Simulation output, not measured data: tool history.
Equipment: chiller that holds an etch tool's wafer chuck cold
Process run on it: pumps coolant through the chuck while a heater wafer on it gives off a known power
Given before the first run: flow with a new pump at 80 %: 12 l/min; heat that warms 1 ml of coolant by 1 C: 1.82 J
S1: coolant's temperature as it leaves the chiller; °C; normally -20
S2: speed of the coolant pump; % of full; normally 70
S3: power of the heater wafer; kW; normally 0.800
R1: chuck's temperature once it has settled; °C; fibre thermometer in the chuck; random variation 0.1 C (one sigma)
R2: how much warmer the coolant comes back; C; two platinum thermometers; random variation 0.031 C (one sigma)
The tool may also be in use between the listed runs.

run,hour,S1,S2,S3,R1,R2
1,0.0,-20,70,0.800,-10.9,2.58
2,58.2,-20,70,0.800,-11.1,2.57
3,134.9,-20,70,0.800,-10.8,2.56
4,180.4,-20,70,0.800,-10.9,2.52
5,229.8,-20,70,0.800,-10.9,2.56
6,297.9,-12,67,0.523,-5.9,1.66
7,399.6,-26,76,0.825,-17.1,2.39
8,476.7,-14,63,0.729,-4.8,2.59
9,548.6,-19,70,0.665,-11.4,2.16
10,625.5,-27,70,0.800,-17.6,2.59

Some steps in R1 between neighbouring runs. How much of each would the tool show without its hidden state too (settings, what came in, random variation), and how much is left for the hidden state, with any gauge scatter that isn't in both results?
Hidden state present: heat passed by the chuck's channels, % of clean ones'; flow at a given pump speed, % of a new pump's; coolant's true temperature over the reading, C; drift of the gauge itself on chuck_c, C; drift of the gauge itself on warmer_back_c, C.
Run 6 -> 7: S1 -12 -> -26, S2 67 -> 76, S3 0.523 -> 0.825. R1 -11.2 °C: hidden state +0.2, all else -11.4.
Run 7 -> 8: S1 -26 -> -14, S2 76 -> 63, S3 0.825 -> 0.729. R1 +12.3 °C: hidden state +0.0, all else +12.3.
